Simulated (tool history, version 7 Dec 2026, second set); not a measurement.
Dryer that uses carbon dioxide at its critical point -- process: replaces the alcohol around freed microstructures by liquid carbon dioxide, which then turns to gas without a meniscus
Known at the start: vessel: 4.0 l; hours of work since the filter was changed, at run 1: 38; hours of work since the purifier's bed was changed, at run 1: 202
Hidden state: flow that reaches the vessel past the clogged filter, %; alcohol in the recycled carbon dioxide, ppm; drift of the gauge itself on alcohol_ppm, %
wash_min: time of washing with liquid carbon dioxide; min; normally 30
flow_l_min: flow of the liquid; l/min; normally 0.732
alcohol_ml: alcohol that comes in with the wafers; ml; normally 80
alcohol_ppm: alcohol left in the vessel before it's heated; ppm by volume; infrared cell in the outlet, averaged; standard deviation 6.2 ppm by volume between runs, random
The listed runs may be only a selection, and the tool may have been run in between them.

| run | hour | wash_min | flow_l_min | alcohol_ml | hours of work since the filter was changed | hours of work since the purifier's bed was changed | alcohol_ppm |
|---|---|---|---|---|---|---|---|
| 1 | 0 | 30 | 0.732 | 80 | 38 | 202 | 306 |
| 2 | 41.3 | 20 | 0.732 | 80 | 69 | 233 | 1156 |
| 3 | 77.9 | 18 | 0.732 | 80 | 96 | 260 | 1589 |
| 4 | 117.6 | 27 | 0.732 | 80 | 126 | 290 | 495 |
| 5 | 143.4 | 27 | 0.732 | 80 | 145 | 309 | 515 |
| 6 | 180.7 | 30 | 0.91 | 80 | 173 | 337 | 180 |
| 7 | 209.6 | 30 | 0.91 | 80 | 195 | 358 | 185 |
| 8 | 251.2 | 30 | 0.732 | 24 | 226 | 389 | 185 |
| 9 | 270.4 | 30 | 0.732 | 24 | 240 | 404 | 191 |
| 10 | 305.4 | 30 | 1.168 | 23 | 266 | 430 | 115 |
| 11 | 331.1 | 30 | 1.168 | 23 | 285 | 449 | 108 |
| 12 | 356 | 37 | 1.222 | 92 | 304 | 468 | 119 |

For run 13, what comes out?
| 13 | 397.8 | 37 | 1.222 | 92 | 335 | 499 | ? |

alcohol_ppm: 129 ppm by volume
With no hidden state in the tool, this same run would have given alcohol_ppm 12 ppm by volume.
